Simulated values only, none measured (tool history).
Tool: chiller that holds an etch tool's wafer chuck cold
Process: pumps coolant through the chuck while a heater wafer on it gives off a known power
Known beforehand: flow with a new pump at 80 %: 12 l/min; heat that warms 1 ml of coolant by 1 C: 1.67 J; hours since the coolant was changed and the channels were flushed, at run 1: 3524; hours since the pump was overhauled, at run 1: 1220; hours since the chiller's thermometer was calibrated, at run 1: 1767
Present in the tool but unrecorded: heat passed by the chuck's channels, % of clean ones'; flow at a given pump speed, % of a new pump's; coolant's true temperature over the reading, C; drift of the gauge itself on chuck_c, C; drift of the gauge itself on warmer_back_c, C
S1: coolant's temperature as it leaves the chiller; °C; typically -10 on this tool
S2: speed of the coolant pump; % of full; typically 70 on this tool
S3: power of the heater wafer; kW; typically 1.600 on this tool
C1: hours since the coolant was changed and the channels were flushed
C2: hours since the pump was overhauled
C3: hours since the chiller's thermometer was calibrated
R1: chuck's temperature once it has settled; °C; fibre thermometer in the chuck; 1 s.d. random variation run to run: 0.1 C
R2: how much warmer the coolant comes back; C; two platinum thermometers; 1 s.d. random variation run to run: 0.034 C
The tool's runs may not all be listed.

{"run": 1, "day": 0.0, "S1": -10, "S2": 70, "S3": 1.6, "C1": 3524, "C2": 1220, "C3": 1767, "R1": 8.8, "R2": 5.58}
{"run": 2, "day": 1.221, "S1": -10, "S2": 70, "S3": 1.6, "C1": 3553, "C2": 1249, "C3": 1796, "R1": 8.8, "R2": 5.55}
{"run": 3, "day": 1.979, "S1": -10, "S2": 70, "S3": 1.6, "C1": 3571, "C2": 1267, "C3": 1814, "R1": 8.9, "R2": 5.67}
{"day": 3.654, "done": "coolant changed, channels flushed"}
{"run": 4, "day": 3.654, "S1": -10, "S2": 70, "S3": 1.6, "C1": 0, "C2": 1301, "C3": 1849, "R1": 5.2, "R2": 5.55}
{"run": 5, "day": 4.5, "S1": -2, "S2": 70, "S3": 1.6, "C1": 20, "C2": 1322, "C3": 1869, "R1": 13.3, "R2": 5.59}
{"run": 6, "day": 6.258, "S1": -2, "S2": 76, "S3": 1.6, "C1": 63, "C2": 1364, "C3": 1911, "R1": 12.1, "R2": 5.21}
{"run": 7, "day": 7.975, "S1": -2, "S2": 76, "S3": 1.497, "C1": 104, "C2": 1405, "C3": 1952, "R1": 11.0, "R2": 4.8}
{"run": 8, "day": 8.8, "S1": -9, "S2": 70, "S3": 1.6, "C1": 124, "C2": 1425, "C3": 1972, "R1": 6.2, "R2": 5.55}
{"run": 9, "day": 9.921, "S1": -9, "S2": 70, "S3": 1.6, "C1": 150, "C2": 1452, "C3": 1999, "R1": 6.3, "R2": 5.64}
{"run": 10, "day": 11.679, "S1": -9, "S2": 70, "S3": 0.989, "C1": 193, "C2": 1494, "C3": 2041, "R1": 0.3, "R2": 3.41}
{"run": 11, "day": 13.129, "S1": -9, "S2": 70, "S3": 0.989, "C1": 227, "C2": 1529, "C3": 2076, "R1": 0.3, "R2": 3.51}
{"run": 12, "day": 14.171, "S1": -9, "S2": 78, "S3": 1.663, "C1": 252, "C2": 1554, "C3": 2101, "R1": 5.4, "R2": 5.21}
{"run": 13, "day": 14.979, "S1": -9, "S2": 78, "S3": 1.371, "C1": 272, "C2": 1573, "C3": 2120, "R1": 2.9, "R2": 4.37}
{"run": 14, "day": 16.717, "S1": -9, "S2": 78, "S3": 1.371, "C1": 314, "C2": 1615, "C3": 2162, "R1": 3.0, "R2": 4.31}
{"run": 15, "day": 18.442, "S1": -10, "S2": 70, "S3": 1.18, "C1": 355, "C2": 1656, "C3": 2204, "R1": 1.2, "R2": 4.12}
{"run": 16, "day": 20.175, "S1": -17, "S2": 70, "S3": 1.6, "C1": 397, "C2": 1698, "C3": 2245, "R1": -1.4, "R2": 5.65}
{"run": 17, "day": 20.983, "S1": -18, "S2": 70, "S3": 1.6, "C1": 416, "C2": 1717, "C3": 2265, "R1": -2.4, "R2": 5.65}
{"run": 18, "day": 22.421, "S1": -2, "S2": 81, "S3": 2.325, "C1": 450, "C2": 1752, "C3": 2299, "R1": 17.8, "R2": 7.03}
{"run": 19, "day": 23.329, "S1": -11, "S2": 80, "S3": 1.418, "C1": 472, "C2": 1774, "C3": 2321, "R1": 1.1, "R2": 4.37}
{"run": 20, "day": 24.683, "S1": -1, "S2": 80, "S3": 0.98, "C1": 505, "C2": 1806, "C3": 2353, "R1": 7.2, "R2": 2.98}
{"run": 21, "day": 25.821, "S1": -20, "S2": 88, "S3": 2.183, "C1": 532, "C2": 1833, "C3": 2381, "R1": -2.6, "R2": 6.13}
{"run": 22, "day": 26.804, "S1": -10, "S2": 71, "S3": 1.6, "C1": 556, "C2": 1857, "C3": 2404, "R1": 5.5, "R2": 5.59}

Branching from run 22: 5 alternative next runs. What would each branch give?
{"run": "A", "day": 28.312, "S1": -13, "S2": 71, "S3": 1.125, "C1": 592, "C2": 1893, "C3": 2440, "R1": "?", "R2": "?"}
{"run": "B", "day": 28.312, "S1": -1, "S2": 71, "S3": 1.6, "C1": 592, "C2": 1893, "C3": 2440, "R1": "?", "R2": "?"}
{"run": "C", "day": 28.312, "S1": -10, "S2": 62, "S3": 1.302, "C1": 592, "C2": 1893, "C3": 2440, "R1": "?", "R2": "?"}
{"run": "D", "day": 28.312, "S1": -10, "S2": 86, "S3": 2.317, "C1": 592, "C2": 1893, "C3": 2440, "R1": "?", "R2": "?"}
{"run": "E", "day": 28.312, "S1": -10, "S2": 71, "S3": 0.972, "C1": 592, "C2": 1893, "C3": 2440, "R1": "?", "R2": "?"}

run=A R1=-2.3 R2=3.92
run=B R1=14.6 R2=5.61
run=C R1=4.3 R2=5.19
run=D R1=9.0 R2=6.62
run=E R1=-0.9 R2=3.41
Stripped of hidden state, with their random variation kept, the same runs would have yielded:
run=A R1=-2.4 R2=3.81
run=B R1=14.3 R2=5.46
run=C R1=4.0 R2=5.04
run=D R1=8.5 R2=6.43
run=E R1=-0.9 R2=3.31

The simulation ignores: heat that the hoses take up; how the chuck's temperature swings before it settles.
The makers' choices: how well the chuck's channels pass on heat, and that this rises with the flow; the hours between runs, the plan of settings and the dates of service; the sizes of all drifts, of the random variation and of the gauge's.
